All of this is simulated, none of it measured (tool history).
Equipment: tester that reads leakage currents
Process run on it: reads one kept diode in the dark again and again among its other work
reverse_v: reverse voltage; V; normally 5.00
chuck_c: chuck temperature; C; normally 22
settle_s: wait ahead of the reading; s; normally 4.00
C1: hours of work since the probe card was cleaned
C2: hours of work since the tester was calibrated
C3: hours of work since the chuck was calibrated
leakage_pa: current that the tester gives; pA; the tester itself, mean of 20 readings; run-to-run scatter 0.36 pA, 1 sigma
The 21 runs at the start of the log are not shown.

run 22 hour=1095.3 | reverse_v=3.94 chuck_c=22 settle_s=4.00 | C1=1332 C2=1226 C3=305 | leakage_pa=114.87
run 23 hour=1134.0 | reverse_v=2.25 chuck_c=36 settle_s=0.42 | C1=1355 C2=1249 C3=328 | leakage_pa=252.47
run 24 hour=1165.1 | reverse_v=5.00 chuck_c=45 settle_s=1.09 | C1=1374 C2=1268 C3=347 | leakage_pa=584.45
run 25 hour=1210.6 | reverse_v=5.00 chuck_c=54 settle_s=0.61 | C1=1401 C2=1296 C3=374 | leakage_pa=1020.69
run 26 hour=1271.8 | reverse_v=5.00 chuck_c=54 settle_s=0.61 | C1=1438 C2=1332 C3=411 | leakage_pa=1025.42
run 27 hour=1302.1 | reverse_v=4.45 chuck_c=22 settle_s=4.00 | C1=1456 C2=1351 C3=429 | leakage_pa=120.86
run 28 hour=1370.2 | reverse_v=19.71 chuck_c=32 settle_s=0.81 | C1=1497 C2=1392 C3=470 | leakage_pa=414.77
run 29 hour=1402.3 | reverse_v=1.95 chuck_c=25 settle_s=0.81 | C1=1517 C2=1411 C3=490 | leakage_pa=114.09
run 30 hour=1474.0 | reverse_v=8.86 chuck_c=25 settle_s=0.82 | C1=1560 C2=1454 C3=533 | leakage_pa=195.05
run 31 hour=1546.1 | reverse_v=4.39 chuck_c=43 settle_s=3.21 | C1=1603 C2=1498 C3=576 | leakage_pa=499.43
run 32 hour=1590.2 | reverse_v=4.39 chuck_c=43 settle_s=3.21 | C1=1630 C2=1525 C3=603 | leakage_pa=500.51
run 33 hour=1664.3 | reverse_v=4.39 chuck_c=43 settle_s=3.21 | C1=1675 C2=1569 C3=648 | leakage_pa=504.79
run 34 hour=1694.5 | reverse_v=4.39 chuck_c=43 settle_s=0.60 | C1=1693 C2=1587 C3=666 | leakage_pa=505.44
run 35 hour=1739.5 | reverse_v=4.39 chuck_c=43 settle_s=0.60 | C1=1720 C2=1615 C3=693 | leakage_pa=502.97
run 36 hour=1776.1 | reverse_v=5.00 chuck_c=46 settle_s=0.38 | C1=1742 C2=1637 C3=715 | leakage_pa=639.35
run 37 hour=1821.0 | reverse_v=3.68 chuck_c=26 settle_s=0.73 | C1=1769 C2=1664 C3=742 | leakage_pa=154.44
run 38 hour=1864.4 | reverse_v=9.55 chuck_c=34 settle_s=2.48 | C1=1796 C2=1690 C3=768 | leakage_pa=368.75
run 39 hour=1932.7 | reverse_v=1.69 chuck_c=33 settle_s=0.31 | C1=1837 C2=1731 C3=810 | leakage_pa=191.33

Alternative continuations, all from the tool just after run 39; predict every row:
run A hour=1968.6 | reverse_v=1.69 chuck_c=33 settle_s=8.94 | C1=1858 C2=1753 C3=831 | leakage_pa=?
run B hour=1968.6 | reverse_v=3.41 chuck_c=38 settle_s=0.31 | C1=1858 C2=1753 C3=831 | leakage_pa=?
run C hour=1968.6 | reverse_v=5.00 chuck_c=29 settle_s=0.85 | C1=1858 C2=1753 C3=831 | leakage_pa=?
run D hour=1968.6 | reverse_v=1.69 chuck_c=20 settle_s=3.03 | C1=1858 C2=1753 C3=831 | leakage_pa=?
run E hour=1968.6 | reverse_v=6.72 chuck_c=34 settle_s=0.61 | C1=1858 C2=1753 C3=831 | leakage_pa=?

run=A leakage_pa=190.61
run=B leakage_pa=341.17
run=C leakage_pa=213.01
run=D leakage_pa=77.28
run=E leakage_pa=329.26
With no hidden state in the tool, these same runs would have given:
run=A leakage_pa=180.92
run=B leakage_pa=323.93
run=C leakage_pa=198.37
run=D leakage_pa=71.89
run=E leakage_pa=308.32

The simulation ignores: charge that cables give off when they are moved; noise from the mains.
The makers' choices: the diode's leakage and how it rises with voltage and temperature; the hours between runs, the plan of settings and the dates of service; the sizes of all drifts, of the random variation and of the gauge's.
